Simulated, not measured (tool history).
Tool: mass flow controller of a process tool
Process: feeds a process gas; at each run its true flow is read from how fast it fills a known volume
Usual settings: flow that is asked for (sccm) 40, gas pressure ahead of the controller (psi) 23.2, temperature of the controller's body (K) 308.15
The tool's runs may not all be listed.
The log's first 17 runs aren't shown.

run,hour,flow that is asked for (sccm),gas pressure ahead of the controller (psi),temperature of the controller's body (K),true flow (%)
18,1015.9,40,23.2,308.15,100.73
19,1085.3,40,23.2,308.15,100.97
20,1123.5,40,23.2,308.15,100.87
21,1170.5,40,23.2,308.15,100.91
22,1238.4,39,30.5,309.15,101.39
23,1327.2,39,30.5,297.15,100.64
24,1417.4,86,22.6,308.15,101.4
25,1474.1,86,22.6,298.15,100.69
26,1540.3,86,22.6,298.15,100.61
27,1585.7,18,23.2,308.15,101.31
28,1637.1,26,22.8,297.15,100.51
29,1708.3,22,38.1,301.15,101.45
30,1772.2,22,38.3,301.15,101.55
31,1834.7,69,36.7,298.15,101.16
32,1881.2,11,36.7,303.15,102.24
33,1964.6,11,25.1,308.15,102.24
34,2043.5,11,23.5,295.15,101.54
35,2107.7,11,23.5,295.15,101.67
36,2152.9,40,23.2,300.15,100.9
37,2196.3,99,35.8,311.15,102.24
38,2252.1,22,30.5,309.15,102
39,2345.5,33,23.2,293.15,100.78
40,2412.1,33,23.2,293.15,100.64
41,2475.8,40,29.2,295.15,101
42,2529.4,91,34.2,306.15,101.84

Forecast each of these 5 alternatives for the next run:
A,2600.3,21,33.8,308.15,?
B,2600.3,98,35.8,306.15,?
C,2600.3,69,34.2,306.15,?
D,2600.3,89,30.9,298.15,?
E,2600.3,91,22.9,306.15,?

run,true flow (%)
A,102.3
B,102.01
C,101.76
D,101.38
E,101.64
Without the tool's hidden state the same runs would have given:
run,true flow (%)
A,99.94
B,100.57
C,100.22
D,99.91
E,100.19

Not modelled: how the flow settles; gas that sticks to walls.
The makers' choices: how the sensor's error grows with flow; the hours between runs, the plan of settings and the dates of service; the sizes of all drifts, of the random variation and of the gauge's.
